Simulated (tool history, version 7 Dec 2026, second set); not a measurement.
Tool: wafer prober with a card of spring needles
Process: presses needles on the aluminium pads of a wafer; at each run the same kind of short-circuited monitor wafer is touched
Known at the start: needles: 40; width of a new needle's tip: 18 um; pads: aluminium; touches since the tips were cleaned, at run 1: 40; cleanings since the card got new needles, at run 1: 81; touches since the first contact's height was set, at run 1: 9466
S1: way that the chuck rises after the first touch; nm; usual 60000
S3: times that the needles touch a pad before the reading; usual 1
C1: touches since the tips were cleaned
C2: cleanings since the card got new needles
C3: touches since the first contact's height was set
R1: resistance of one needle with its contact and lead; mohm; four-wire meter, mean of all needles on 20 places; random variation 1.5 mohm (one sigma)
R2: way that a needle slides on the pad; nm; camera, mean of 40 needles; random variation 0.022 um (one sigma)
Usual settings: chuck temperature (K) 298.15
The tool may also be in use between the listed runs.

run 1 day=0.000 | S1=60000 chuck_temperature_(K)=298.15 S3=1 | C1=40 C2=81 C3=9466 | R1=166 R2=7990
-- day=0.512 tips cleaned on abrasive film
-- day=0.992 tips cleaned on abrasive film
run 2 day=0.992 | S1=60000 chuck_temperature_(K)=298.15 S3=1 | C1=0 C2=83 C3=16141 | R1=169 R2=7980
-- day=1.517 tips cleaned on abrasive film
run 3 day=1.912 | S1=60000 chuck_temperature_(K)=376.15 S3=1 | C1=2673 C2=84 C3=22349 | R1=293 R2=7940
-- day=2.000 tips cleaned on abrasive film
-- day=2.579 tips cleaned on abrasive film
-- day=3.096 tips cleaned on abrasive film
run 4 day=3.233 | S1=60000 chuck_temperature_(K)=376.15 S3=1 | C1=931 C2=87 C3=31221 | R1=245 R2=7940
-- day=3.617 tips cleaned on abrasive film
-- day=4.158 tips cleaned on abrasive film
-- day=4.679 tips cleaned on abrasive film
run 5 day=4.788 | S1=60000 chuck_temperature_(K)=298.15 S3=1 | C1=738 C2=90 C3=41702 | R1=212 R2=7900
-- day=5.254 tips cleaned on abrasive film
-- day=5.771 tips cleaned on abrasive film
run 6 day=5.892 | S1=60000 chuck_temperature_(K)=298.15 S3=1 | C1=827 C2=92 C3=49141 | R1=221 R2=7850
-- day=6.329 tips cleaned on abrasive film
-- day=6.875 tips cleaned on abrasive film
-- day=7.362 tips cleaned on abrasive film
run 7 day=7.362 | S1=60000 chuck_temperature_(K)=298.15 S3=1 | C1=0 C2=95 C3=59020 | R1=164 R2=7860
-- day=7.938 tips cleaned on abrasive film
-- day=8.475 tips cleaned on abrasive film
-- day=8.954 tips cleaned on abrasive film
run 8 day=8.954 | S1=60000 chuck_temperature_(K)=298.15 S3=1 | C1=0 C2=98 C3=69735 | R1=175 R2=7810
-- day=9.475 tips cleaned on abrasive film
-- day=9.954 tips cleaned on abrasive film
run 9 day=9.954 | S1=60000 chuck_temperature_(K)=298.15 S3=1 | C1=0 C2=100 C3=76465 | R1=164 R2=7740
-- day=10.033 height of the first contact set anew
-- day=10.529 tips cleaned on abrasive film
-- day=11.112 tips cleaned on abrasive film
run 10 day=11.175 | S1=77000 chuck_temperature_(K)=302.15 S3=1 | C1=422 C2=102 C3=7682 | R1=178 R2=9940
-- day=11.642 tips cleaned on abrasive film
-- day=12.200 tips cleaned on abrasive film
-- day=12.738 tips cleaned on abrasive film
run 11 day=12.821 | S1=62000 chuck_temperature_(K)=298.15 S3=1 | C1=577 C2=105 C3=18759 | R1=206 R2=7960
-- day=13.288 tips cleaned on abrasive film
-- day=13.817 tips cleaned on abrasive film
-- day=14.233 height of the first contact set anew, once more
-- day=14.304 tips cleaned on abrasive film
run 12 day=14.304 | S1=77000 chuck_temperature_(K)=301.15 S3=3 | C1=0 C2=108 C3=445 | R1=147 R2=10300
-- day=14.804 tips cleaned on abrasive film
-- day=15.354 tips cleaned on abrasive film
run 13 day=15.788 | S1=71000 chuck_temperature_(K)=301.15 S3=3 | C1=2928 C2=110 C3=10457 | R1=188 R2=9450
-- day=15.871 tips cleaned on abrasive film
-- day=16.358 tips cleaned on abrasive film
-- day=16.858 tips cleaned on abrasive film
run 14 day=17.204 | S1=71000 chuck_temperature_(K)=301.15 S3=3 | C1=2348 C2=113 C3=19989 | R1=190 R2=9400
-- day=17.388 tips cleaned on abrasive film
-- day=17.938 tips cleaned on abrasive film
run 15 day=18.067 | S1=49000 chuck_temperature_(K)=321.15 S3=2 | C1=861 C2=115 C3=25777 | R1=225 R2=6480
-- day=18.471 tips cleaned on abrasive film
-- day=18.967 tips cleaned on abrasive film
run 16 day=19.008 | S1=49000 chuck_temperature_(K)=321.15 S3=2 | C1=281 C2=117 C3=32121 | R1=195 R2=6420

5 ways to go on from here, each from the tool as it stands after run 16. What would each give?
-- day=19.521 tips cleaned on abrasive film
-- day=20.054 tips cleaned on abrasive film
run A day=20.179 | S1=60000 chuck_temperature_(K)=301.15 S3=1 | C1=842 C2=119 C3=40006 | R1=? R2=?
-- day=19.521 tips cleaned on abrasive film
-- day=20.054 tips cleaned on abrasive film
run B day=20.179 | S1=60000 chuck_temperature_(K)=321.15 S3=1 | C1=842 C2=119 C3=40006 | R1=? R2=?
-- day=19.521 tips cleaned on abrasive film
-- day=20.054 tips cleaned on abrasive film
run C day=20.179 | S1=61000 chuck_temperature_(K)=321.15 S3=2 | C1=842 C2=119 C3=40006 | R1=? R2=?
-- day=19.521 tips cleaned on abrasive film
-- day=20.054 tips cleaned on abrasive film
run D day=20.179 | S1=62000 chuck_temperature_(K)=308.15 S3=1 | C1=842 C2=119 C3=40006 | R1=? R2=?
-- day=19.521 tips cleaned on abrasive film
-- day=20.054 tips cleaned on abrasive film
run E day=20.179 | S1=76000 chuck_temperature_(K)=357.15 S3=1 | C1=842 C2=119 C3=40006 | R1=? R2=?

run=A R1=216 R2=7900
run=B R1=222 R2=7920
run=C R1=195 R2=8010
run=D R1=216 R2=8170
run=E R1=196 R2=10070
Without the tool's hidden state the same runs would have given:
run=A R1=147 R2=8040
run=B R1=153 R2=8060
run=C R1=153 R2=8150
run=D R1=150 R2=8320
run=E R1=153 R2=10210
